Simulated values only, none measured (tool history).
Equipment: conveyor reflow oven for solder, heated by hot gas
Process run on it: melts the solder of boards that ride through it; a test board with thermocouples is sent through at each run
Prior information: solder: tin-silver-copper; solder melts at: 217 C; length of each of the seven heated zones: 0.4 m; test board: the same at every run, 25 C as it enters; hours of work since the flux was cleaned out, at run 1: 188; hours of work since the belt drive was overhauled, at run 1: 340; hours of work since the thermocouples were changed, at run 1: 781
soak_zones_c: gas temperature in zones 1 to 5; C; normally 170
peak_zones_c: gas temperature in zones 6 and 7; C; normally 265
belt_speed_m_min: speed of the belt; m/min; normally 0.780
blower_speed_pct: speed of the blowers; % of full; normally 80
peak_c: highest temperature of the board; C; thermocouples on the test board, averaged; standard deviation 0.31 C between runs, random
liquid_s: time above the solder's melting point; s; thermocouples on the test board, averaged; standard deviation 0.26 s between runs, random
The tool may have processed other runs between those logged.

run,hour,soak_zones_c,peak_zones_c,belt_speed_m_min,blower_speed_pct,hours of work since the flux was cleaned out,hours of work since the belt drive was overhauled,hours of work since the thermocouples were changed,peak_c,liquid_s
1,0.0,170,265,0.780,80,188,340,781,244.6,39.0
# hour 27.3: flux residue cleaned out of gas plates and filters
2,28.4,170,265,0.780,80,1,355,796,246.4,41.2
3,41.6,170,265,0.788,80,9,363,804,245.9,40.8
4,56.5,170,265,0.788,80,19,372,813,245.7,40.2
5,73.1,170,257,0.788,80,29,383,824,239.1,35.3
6,95.0,170,257,0.788,80,43,397,838,239.5,35.6
7,108.4,170,265,0.780,80,51,405,846,246.0,40.9
8,119.0,170,265,0.780,62,58,412,853,241.8,36.8
9,134.9,170,265,0.805,80,68,422,863,243.9,38.6
10,147.2,170,265,0.828,80,76,430,871,243.8,36.7
11,166.8,170,265,0.828,80,88,442,883,243.5,36.5
12,180.2,158,265,0.780,80,97,451,892,243.0,35.7
13,203.6,170,265,0.780,76,112,466,907,245.0,39.3
14,222.3,170,265,0.780,76,124,478,918,244.3,39.1
15,233.0,168,265,0.780,80,130,484,925,244.8,39.3
16,254.4,168,265,0.780,80,144,498,939,244.4,39.3
17,272.0,168,265,0.780,80,155,509,950,244.5,39.1
18,296.3,175,254,0.780,80,170,524,965,237.0,34.3
19,306.9,173,272,0.829,77,177,531,972,248.4,39.8
20,320.0,173,272,0.829,77,185,539,980,247.8,40.3
21,334.0,173,272,0.829,77,194,548,989,247.4,39.8
# hour 352.0: flux residue cleaned out of gas plates and filters
22,362.8,178,260,0.706,80,7,563,1004,245.7,49.1
23,381.0,177,263,0.646,77,18,575,1016,250.3,56.9
24,392.2,177,263,0.646,77,25,582,1023,250.1,57.4
25,406.5,175,263,0.646,77,35,591,1032,249.3,56.9
26,419.6,174,263,0.842,75,43,599,1040,242.1,35.3
27,440.7,174,263,0.842,75,56,613,1054,241.6,34.9
28,456.6,174,263,0.842,75,66,623,1064,242.0,35.5
29,476.1,174,263,0.842,75,79,635,1076,241.6,35.2
30,492.3,185,255,0.664,74,89,645,1086,242.9,53.4

Predict each of these 3 candidate next runs independently; none follows another, all start after run 30:
A,507.1,170,254,0.880,84,98,655,1096,?,?
B,507.1,159,265,0.812,82,98,655,1096,?,?
C,507.1,179,265,0.780,52,98,655,1096,?,?

run,peak_c,liquid_s
A,233.3,26.0
B,241.6,34.1
C,240.7,37.4
Without the tool's hidden state the same runs would have given:
run,peak_c,liquid_s
A,235.7,28.0
B,244.1,35.5
C,242.8,38.6
